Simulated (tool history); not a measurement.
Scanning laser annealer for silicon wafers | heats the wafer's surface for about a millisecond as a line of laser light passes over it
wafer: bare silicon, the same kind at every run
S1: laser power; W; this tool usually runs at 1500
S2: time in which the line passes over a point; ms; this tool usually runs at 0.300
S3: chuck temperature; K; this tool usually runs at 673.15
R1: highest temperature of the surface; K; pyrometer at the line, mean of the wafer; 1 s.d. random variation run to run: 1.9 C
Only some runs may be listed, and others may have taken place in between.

{"run": 1, "hour": 0.0, "S1": 1500, "S2": 0.3, "S3": 673.15, "R1": 1390.15}
{"run": 2, "hour": 28.7, "S1": 1500, "S2": 0.3, "S3": 673.15, "R1": 1388.15}
{"run": 3, "hour": 60.6, "S1": 1500, "S2": 0.3, "S3": 645.15, "R1": 1358.15}
{"run": 4, "hour": 75.4, "S1": 1500, "S2": 0.3, "S3": 645.15, "R1": 1357.15}
{"run": 5, "hour": 101.7, "S1": 1500, "S2": 0.3, "S3": 638.15, "R1": 1353.15}
{"run": 6, "hour": 132.1, "S1": 1500, "S2": 0.3, "S3": 673.15, "R1": 1382.15}
{"run": 7, "hour": 152.0, "S1": 1500, "S2": 0.3, "S3": 673.15, "R1": 1383.15}
{"run": 8, "hour": 186.6, "S1": 1500, "S2": 0.3, "S3": 673.15, "R1": 1385.15}
{"run": 9, "hour": 204.6, "S1": 1500, "S2": 0.3, "S3": 673.15, "R1": 1383.15}
{"hour": 225.8, "done": "window over the wafer cleaned"}
{"run": 10, "hour": 225.8, "S1": 1500, "S2": 0.3, "S3": 674.15, "R1": 1397.15}
{"run": 11, "hour": 258.9, "S1": 1500, "S2": 0.3, "S3": 673.15, "R1": 1396.15}
{"run": 12, "hour": 273.4, "S1": 1331, "S2": 0.3, "S3": 673.15, "R1": 1299.15}
{"run": 13, "hour": 296.8, "S1": 1500, "S2": 0.3, "S3": 673.15, "R1": 1397.15}
{"run": 14, "hour": 317.3, "S1": 1500, "S2": 0.3, "S3": 673.15, "R1": 1394.15}
{"run": 15, "hour": 334.3, "S1": 1500, "S2": 0.357, "S3": 673.15, "R1": 1455.15}
{"run": 16, "hour": 358.4, "S1": 1500, "S2": 0.357, "S3": 673.15, "R1": 1456.15}
{"run": 17, "hour": 378.1, "S1": 1500, "S2": 0.357, "S3": 673.15, "R1": 1452.15}
{"run": 18, "hour": 406.1, "S1": 1500, "S2": 0.233, "S3": 673.15, "R1": 1311.15}
{"run": 19, "hour": 438.8, "S1": 1500, "S2": 0.233, "S3": 673.15, "R1": 1306.15}
{"run": 20, "hour": 466.1, "S1": 1500, "S2": 0.233, "S3": 673.15, "R1": 1305.15}
{"run": 21, "hour": 486.7, "S1": 1500, "S2": 0.233, "S3": 673.15, "R1": 1304.15}
{"run": 22, "hour": 514.2, "S1": 1500, "S2": 0.375, "S3": 680.15, "R1": 1474.15}
{"run": 23, "hour": 529.4, "S1": 1341, "S2": 0.256, "S3": 680.15, "R1": 1263.15}
{"run": 24, "hour": 558.3, "S1": 1341, "S2": 0.256, "S3": 680.15, "R1": 1258.15}
{"run": 25, "hour": 580.1, "S1": 1341, "S2": 0.256, "S3": 680.15, "R1": 1258.15}
{"run": 26, "hour": 604.8, "S1": 1341, "S2": 0.256, "S3": 680.15, "R1": 1259.15}
{"run": 27, "hour": 629.7, "S1": 1521, "S2": 0.3, "S3": 708.15, "R1": 1430.15}
{"run": 28, "hour": 655.0, "S1": 1500, "S2": 0.3, "S3": 699.15, "R1": 1409.15}
{"run": 29, "hour": 687.0, "S1": 1515, "S2": 0.251, "S3": 673.15, "R1": 1332.15}
{"run": 30, "hour": 706.4, "S1": 1348, "S2": 0.236, "S3": 638.15, "R1": 1196.15}
{"run": 31, "hour": 720.4, "S1": 1500, "S2": 0.296, "S3": 673.15, "R1": 1376.15}
{"run": 32, "hour": 747.9, "S1": 1500, "S2": 0.296, "S3": 673.15, "R1": 1376.15}
{"run": 33, "hour": 773.1, "S1": 1355, "S2": 0.225, "S3": 656.15, "R1": 1202.15}
{"run": 34, "hour": 794.3, "S1": 1544, "S2": 0.227, "S3": 633.15, "R1": 1271.15}
{"run": 35, "hour": 814.0, "S1": 1522, "S2": 0.3, "S3": 692.15, "R1": 1408.15}
{"run": 36, "hour": 846.3, "S1": 1522, "S2": 0.3, "S3": 692.15, "R1": 1405.15}
{"run": 37, "hour": 880.1, "S1": 1522, "S2": 0.3, "S3": 692.15, "R1": 1402.15}
{"run": 38, "hour": 904.3, "S1": 1627, "S2": 0.264, "S3": 696.15, "R1": 1419.15}
{"run": 39, "hour": 925.8, "S1": 1500, "S2": 0.31, "S3": 638.15, "R1": 1348.15}
{"run": 40, "hour": 948.4, "S1": 1500, "S2": 0.362, "S3": 689.15, "R1": 1454.15}
{"run": 41, "hour": 971.7, "S1": 1500, "S2": 0.252, "S3": 674.15, "R1": 1315.15}

Measured result minus the same run's result without the hidden state. Both carry the same run-to-run variation, though not necessarily the same gauge scatter:
Hidden state at play: light that passes the window, % of a clean one's; laser's true power over the reading, %; width of the line over the set one, %; drift of the gauge itself on peak_c, C.
run=1 R1=-21.00
run=2 R1=-22.00
run=3 R1=-22.00
run=4 R1=-24.00
run=5 R1=-25.00
run=6 R1=-25.00
run=7 R1=-26.00
run=8 R1=-27.00
run=9 R1=-28.00
run=10 R1=-11.00
run=11 R1=-12.00
run=12 R1=-11.00
run=13 R1=-13.00
run=14 R1=-14.00
run=15 R1=-15.00
run=16 R1=-16.00
run=17 R1=-18.00
run=18 R1=-15.00
run=19 R1=-16.00
run=20 R1=-17.00
run=21 R1=-19.00
run=22 R1=-24.00
run=23 R1=-18.00
run=24 R1=-19.00
run=25 R1=-20.00
run=26 R1=-20.00
run=27 R1=-26.00
run=28 R1=-27.00
run=29 R1=-26.00
run=30 R1=-23.00
run=31 R1=-29.00
run=32 R1=-31.00
run=33 R1=-24.00
run=34 R1=-29.00
run=35 R1=-33.00
run=36 R1=-35.00
run=37 R1=-36.00
run=38 R1=-38.00
run=39 R1=-37.00
run=40 R1=-41.00
run=41 R1=-36.00

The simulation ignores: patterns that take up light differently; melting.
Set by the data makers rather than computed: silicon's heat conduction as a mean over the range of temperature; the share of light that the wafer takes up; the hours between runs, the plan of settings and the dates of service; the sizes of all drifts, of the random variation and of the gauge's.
